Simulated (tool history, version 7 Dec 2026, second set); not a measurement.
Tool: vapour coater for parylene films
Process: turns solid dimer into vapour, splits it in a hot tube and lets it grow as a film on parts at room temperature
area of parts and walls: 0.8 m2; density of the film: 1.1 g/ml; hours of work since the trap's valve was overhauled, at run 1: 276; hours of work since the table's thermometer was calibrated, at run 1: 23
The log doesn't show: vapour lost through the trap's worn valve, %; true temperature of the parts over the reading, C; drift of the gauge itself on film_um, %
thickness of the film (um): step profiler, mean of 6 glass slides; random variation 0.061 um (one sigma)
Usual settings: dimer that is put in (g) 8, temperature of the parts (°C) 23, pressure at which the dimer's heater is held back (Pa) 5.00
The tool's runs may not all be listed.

run,hour,dimer that is put in (g),temperature of the parts (°C),pressure at which the dimer's heater is held back (Pa),hours of work since the trap's valve was overhauled,hours of work since the table's thermometer was calibrated,thickness of the film (um)
1,0.0,8,23,5.00,276,23,6.37
2,14.0,8,23,5.00,284,30,6.33
3,25.9,7,23,5.00,290,37,5.50
4,45.9,8,23,5.03,301,48,6.34
5,59.5,8,23,5.00,309,55,6.26
# hour 70.6: trap's valve overhauled
6,78.2,8,23,5.00,4,63,7.23
7,92.5,8,23,5.00,12,71,7.20
8,112.2,8,23,5.00,23,82,7.06
9,133.3,8,23,5.00,34,94,7.04
10,149.7,8,23,5.00,43,103,7.10
11,170.9,8,23,5.00,55,114,7.03
12,181.8,8,23,5.00,61,120,6.96
13,199.5,8,23,5.00,71,130,7.07
14,211.3,8,23,5.00,77,136,7.05
15,220.1,8,23,5.00,82,141,6.89
16,240.4,5,23,4.17,93,152,4.40
17,255.2,8,19,5.00,101,161,7.78
18,274.7,8,19,5.00,112,171,7.79
19,289.6,8,19,5.00,120,179,7.86
20,303.7,8,19,5.00,128,187,7.73
21,316.8,8,19,5.00,135,194,7.69
22,330.2,5,19,10.51,143,202,4.37
23,344.0,4,21,2.56,150,209,3.91

4 ways to go on from here, each from the tool as it stands after run 23. What would each give?
A,357.3,4,19,3.06,157,217,?
B,357.3,4,21,2.56,157,217,?
C,357.3,4,23,5.00,157,217,?
D,357.3,6,24,4.56,157,217,?

run,thickness of the film (um)
A,4.12
B,3.96
C,3.37
D,4.81
Without the tool's hidden state the same runs would have given:
run,thickness of the film (um)
A,4.39
B,4.22
C,3.59
D,5.12
